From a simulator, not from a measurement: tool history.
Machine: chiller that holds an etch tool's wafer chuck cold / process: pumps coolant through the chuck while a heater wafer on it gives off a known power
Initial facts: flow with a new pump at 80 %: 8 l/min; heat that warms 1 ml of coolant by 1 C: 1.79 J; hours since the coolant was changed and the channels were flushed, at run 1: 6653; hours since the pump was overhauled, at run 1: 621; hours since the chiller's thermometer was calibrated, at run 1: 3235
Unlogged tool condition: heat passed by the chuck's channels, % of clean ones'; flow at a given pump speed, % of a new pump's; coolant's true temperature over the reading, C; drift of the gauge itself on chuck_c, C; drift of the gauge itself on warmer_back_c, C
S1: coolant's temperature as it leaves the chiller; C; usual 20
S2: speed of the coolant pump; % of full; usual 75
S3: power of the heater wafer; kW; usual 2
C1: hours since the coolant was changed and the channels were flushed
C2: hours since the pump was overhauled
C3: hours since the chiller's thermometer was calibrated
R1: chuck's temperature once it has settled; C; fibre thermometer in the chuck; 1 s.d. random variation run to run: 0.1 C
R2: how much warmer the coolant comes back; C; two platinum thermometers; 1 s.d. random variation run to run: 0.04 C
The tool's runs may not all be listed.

run 1 hour=0 | S1=20 S2=75 S3=2 | C1=6653 C2=621 C3=3235 | R1=38 R2=9.05
run 2 hour=34.6 | S1=20 S2=75 S3=2 | C1=6688 C2=655 C3=3270 | R1=38 R2=9.06
run 3 hour=67.6 | S1=20 S2=75 S3=1.76 | C1=6721 C2=688 C3=3302 | R1=36 R2=7.96
run 4 hour=100.4 | S1=20 S2=75 S3=2 | C1=6754 C2=721 C3=3335 | R1=37.9 R2=9.07
run 5 hour=144.9 | S1=20 S2=75 S3=2 | C1=6798 C2=766 C3=3380 | R1=37.8 R2=9.03
run 6 hour=212.7 | S1=20 S2=75 S3=2 | C1=6866 C2=833 C3=3448 | R1=38 R2=9.05
run 7 hour=268.9 | S1=20 S2=75 S3=2 | C1=6922 C2=890 C3=3504 | R1=37.9 R2=9.08
run 8 hour=304.9 | S1=20 S2=75 S3=2 | C1=6958 C2=926 C3=3540 | R1=38 R2=9.07
run 9 hour=379.4 | S1=20 S2=75 S3=2 | C1=7033 C2=1000 C3=3614 | R1=37.9 R2=9.06
run 10 hour=441.1 | S1=20 S2=75 S3=2 | C1=7095 C2=1062 C3=3676 | R1=38 R2=9.12
run 11 hour=508.6 | S1=20 S2=72 S3=2 | C1=7162 C2=1129 C3=3743 | R1=38.5 R2=9.47
run 12 hour=566.3 | S1=20 S2=72 S3=2 | C1=7220 C2=1187 C3=3801 | R1=38.5 R2=9.41
run 13 hour=641.1 | S1=20 S2=75 S3=2 | C1=7295 C2=1262 C3=3876 | R1=37.8 R2=9.13
run 14 hour=686.4 | S1=20 S2=75 S3=2 | C1=7340 C2=1307 C3=3921 | R1=38 R2=9.01
run 15 hour=730.8 | S1=20 S2=75 S3=2 | C1=7384 C2=1351 C3=3966 | R1=38 R2=9.04
run 16 hour=770.8 | S1=20 S2=75 S3=2 | C1=7424 C2=1391 C3=4006 | R1=38.1 R2=9.09
run 17 hour=802.9 | S1=20 S2=75 S3=2 | C1=7456 C2=1424 C3=4038 | R1=38 R2=9
run 18 hour=865.8 | S1=14 S2=83 S3=1.183 | C1=7519 C2=1486 C3=4101 | R1=23.8 R2=4.85
run 19 hour=920.1 | S1=14 S2=83 S3=1.183 | C1=7574 C2=1541 C3=4155 | R1=23.5 R2=4.84
run 20 hour=977.9 | S1=24 S2=88 S3=2.471 | C1=7631 C2=1599 C3=4213 | R1=43.9 R2=9.48
run 21 hour=1053 | S1=24 S2=88 S3=2.471 | C1=7706 C2=1674 C3=4288 | R1=43.9 R2=9.55
run 22 hour=1097 | S1=19 S2=75 S3=2.008 | C1=7750 C2=1718 C3=4332 | R1=37.1 R2=9.11
run 23 hour=1164.2 | S1=28 S2=75 S3=1.795 | C1=7818 C2=1785 C3=4399 | R1=44.1 R2=8.16
run 24 hour=1215.5 | S1=27 S2=71 S3=2 | C1=7869 C2=1836 C3=4450 | R1=45.8 R2=9.63
-- hour=1258.4 coolant changed, channels flushed
run 25 hour=1287.3 | S1=20 S2=65 S3=2 | C1=29 C2=1902 C3=4516 | R1=38.9 R2=10.64
run 26 hour=1342.9 | S1=19 S2=83 S3=1.341 | C1=84 C2=1958 C3=4572 | R1=29.3 R2=5.44
run 27 hour=1385.9 | S1=19 S2=83 S3=1.341 | C1=127 C2=2001 C3=4615 | R1=29.3 R2=5.48
run 28 hour=1420.4 | S1=16 S2=75 S3=2.086 | C1=162 C2=2035 C3=4649 | R1=33.7 R2=9.54
run 29 hour=1454.3 | S1=11 S2=75 S3=2 | C1=196 C2=2069 C3=4683 | R1=27.8 R2=9.13
run 30 hour=1484.9 | S1=16 S2=64 S3=1.396 | C1=227 C2=2100 C3=4714 | R1=29.2 R2=7.53
run 31 hour=1534.9 | S1=16 S2=64 S3=1.396 | C1=276 C2=2150 C3=4764 | R1=29.2 R2=7.48
run 32 hour=1573.3 | S1=20 S2=98 S3=2.589 | C1=315 C2=2188 C3=4802 | R1=38.2 R2=9.05

What differs in the tool's unlogged condition from the final listed run ahead of each entry between runs to the first listed run following it?
In the gap between runs 24 and 25: coolant changed, channels flushed (hour 1258.4)
  heat passed by the chuck's channels, % of clean ones': 90.1 -> 99.2; coolant's true temperature over the reading, C: -0.44 -> -0.45
  measured value less the no-hidden-state value, R1: +1.1 -> +0 C; R2: +0.18 -> +0.21 C

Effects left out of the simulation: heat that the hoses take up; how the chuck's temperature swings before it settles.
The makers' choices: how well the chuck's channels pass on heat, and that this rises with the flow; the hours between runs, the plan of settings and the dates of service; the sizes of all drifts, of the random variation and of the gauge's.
